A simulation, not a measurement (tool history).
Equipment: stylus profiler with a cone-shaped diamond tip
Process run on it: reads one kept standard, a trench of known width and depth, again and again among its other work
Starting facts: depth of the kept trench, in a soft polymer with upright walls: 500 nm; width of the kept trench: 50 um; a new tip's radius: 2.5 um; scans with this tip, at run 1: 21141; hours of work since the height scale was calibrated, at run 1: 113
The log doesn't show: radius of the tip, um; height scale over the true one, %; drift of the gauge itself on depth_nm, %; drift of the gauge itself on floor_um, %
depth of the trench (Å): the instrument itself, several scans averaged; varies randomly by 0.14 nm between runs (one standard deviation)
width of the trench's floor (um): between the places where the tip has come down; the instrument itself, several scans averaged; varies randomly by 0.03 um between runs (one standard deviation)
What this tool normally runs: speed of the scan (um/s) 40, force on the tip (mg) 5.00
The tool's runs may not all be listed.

| run | hour | speed of the scan (um/s) | force on the tip (mg) | scans with this tip | hours of work since the height scale was calibrated | depth of the trench (Å) | width of the trench's floor (um) |
|---|---|---|---|---|---|---|---|
| 1 | 0.0 | 40 | 5.00 | 21141 | 113 | 5105.4 | 45.05 |
| 2 | 60.0 | 105 | 5.00 | 21543 | 154 | 5107.2 | 44.77 |
| 3 | 112.9 | 105 | 5.00 | 21898 | 191 | 5102.1 | 44.81 |
| 4 | 163.4 | 40 | 5.00 | 22237 | 226 | 5102.9 | 44.99 |
| 5 | 248.3 | 40 | 5.00 | 22806 | 285 | 5100.7 | 44.97 |
| 6 | 357.8 | 40 | 5.00 | 23540 | 360 | 5099.6 | 44.92 |
| 7 | 457.2 | 40 | 5.00 | 24207 | 429 | 5095.5 | 44.83 |
| 8 | 582.0 | 40 | 5.00 | 25044 | 515 | 5094.5 | 44.80 |
| 9 | 689.9 | 40 | 5.00 | 25767 | 590 | 5095.3 | 44.77 |
| 10 | 765.6 | 40 | 5.00 | 26275 | 642 | 5092.1 | 44.69 |
| 11 | 876.6 | 40 | 5.00 | 27019 | 719 | 5093.3 | 44.74 |
| 12 | 978.8 | 40 | 5.00 | 27705 | 790 | 5090.4 | 44.70 |
| 13 | 1075.4 | 40 | 5.00 | 28353 | 857 | 5087.9 | 44.55 |
| 14 | 1184.4 | 40 | 5.00 | 29083 | 932 | 5084.0 | 44.59 |
| 15 | 1301.4 | 40 | 5.00 | 29868 | 1013 | 5086.8 | 44.46 |
| 16 | 1374.2 | 40 | 5.00 | 30356 | 1064 | 5081.3 | 44.45 |
| 17 | 1476.0 | 40 | 14.66 | 31039 | 1134 | 5194.7 | 44.44 |
| 18 | 1553.7 | 40 | 14.66 | 31560 | 1188 | 5196.3 | 44.53 |
| 19 | 1652.0 | 40 | 14.66 | 32219 | 1256 | 5193.6 | 44.38 |
| 20 | 1774.8 | 14 | 5.00 | 33042 | 1341 | 5077.4 | 44.42 |
| 21 | 1893.3 | 14 | 5.00 | 33837 | 1423 | 5074.5 | 44.38 |
| 22 | 1971.7 | 81 | 5.00 | 34363 | 1477 | 5073.0 | 44.08 |
|  | 1982.3 | height scale calibrated on a step standard |
| 23 | 2086.7 | 81 | 5.00 | 35130 | 72 | 5054.3 | 44.04 |
|  | 2180.1 | height scale calibrated on a step standard, once more |
| 24 | 2209.6 | 122 | 5.00 | 35951 | 20 | 5108.2 | 43.82 |
|  | 2305.9 | new tip fitted, height scale calibrated |
| 25 | 2317.5 | 117 | 3.28 | 77 | 8 | 5081.0 | 46.51 |
| 26 | 2399.2 | 44 | 7.76 | 625 | 65 | 5144.1 | 46.82 |
| 27 | 2492.8 | 44 | 7.76 | 1253 | 129 | 5144.2 | 46.77 |
| 28 | 2555.7 | 44 | 7.76 | 1675 | 173 | 5141.2 | 46.71 |
| 29 | 2641.8 | 40 | 11.77 | 2252 | 232 | 5190.0 | 46.73 |
| 30 | 2765.2 | 131 | 13.68 | 3079 | 318 | 5207.0 | 46.42 |
| 31 | 2826.0 | 79 | 2.77 | 3487 | 360 | 5063.1 | 46.26 |
| 32 | 2883.8 | 50 | 10.16 | 3875 | 400 | 5166.8 | 46.46 |
| 33 | 2998.0 | 50 | 10.16 | 4641 | 479 | 5163.8 | 46.41 |
| 34 | 3082.2 | 21 | 4.48 | 5205 | 537 | 5087.6 | 46.43 |
| 35 | 3160.2 | 63 | 8.15 | 5728 | 591 | 5134.3 | 46.29 |
| 36 | 3228.0 | 49 | 2.91 | 6183 | 638 | 5062.0 | 46.21 |
| 37 | 3317.1 | 15 | 2.42 | 6780 | 700 | 5049.7 | 46.31 |
| 38 | 3381.8 | 15 | 2.42 | 7214 | 745 | 5048.5 | 46.23 |
| 39 | 3476.9 | 15 | 2.42 | 7852 | 810 | 5047.0 | 46.14 |
| 40 | 3565.7 | 111 | 2.42 | 8447 | 872 | 5044.2 | 45.61 |
| 41 | 3670.3 | 111 | 2.42 | 9148 | 944 | 5045.1 | 45.60 |
| 42 | 3729.3 | 61 | 3.91 | 9544 | 985 | 5069.1 | 45.87 |
| 43 | 3848.4 | 52 | 7.29 | 10343 | 1068 | 5114.7 | 45.90 |
| 44 | 3906.2 | 60 | 3.79 | 10730 | 1107 | 5064.3 | 45.76 |
| 45 | 4004.0 | 35 | 3.28 | 11386 | 1175 | 5054.4 | 45.84 |
| 46 | 4058.2 | 35 | 3.28 | 11750 | 1213 | 5051.0 | 45.77 |

Branching from run 46: 3 alternative next runs. What would each branch give?
| A | 4155.7 | 10 | 2.94 | 12403 | 1280 | ? | ? |
| B | 4155.7 | 11 | 2.11 | 12403 | 1280 | ? | ? |
| C | 4155.7 | 40 | 3.37 | 12403 | 1280 | ? | ? |

| run | depth of the trench (Å) | width of the trench's floor (um) |
|---|---|---|
| A | 5047.0 | 45.84 |
| B | 5028.8 | 45.77 |
| C | 5052.1 | 45.69 |
Without the tool's hidden state the same runs would have given:
| run | depth of the trench (Å) | width of the trench's floor (um) |
|---|---|---|
| A | 5078.7 | 46.98 |
| B | 5060.5 | 46.91 |
| C | 5083.9 | 46.83 |
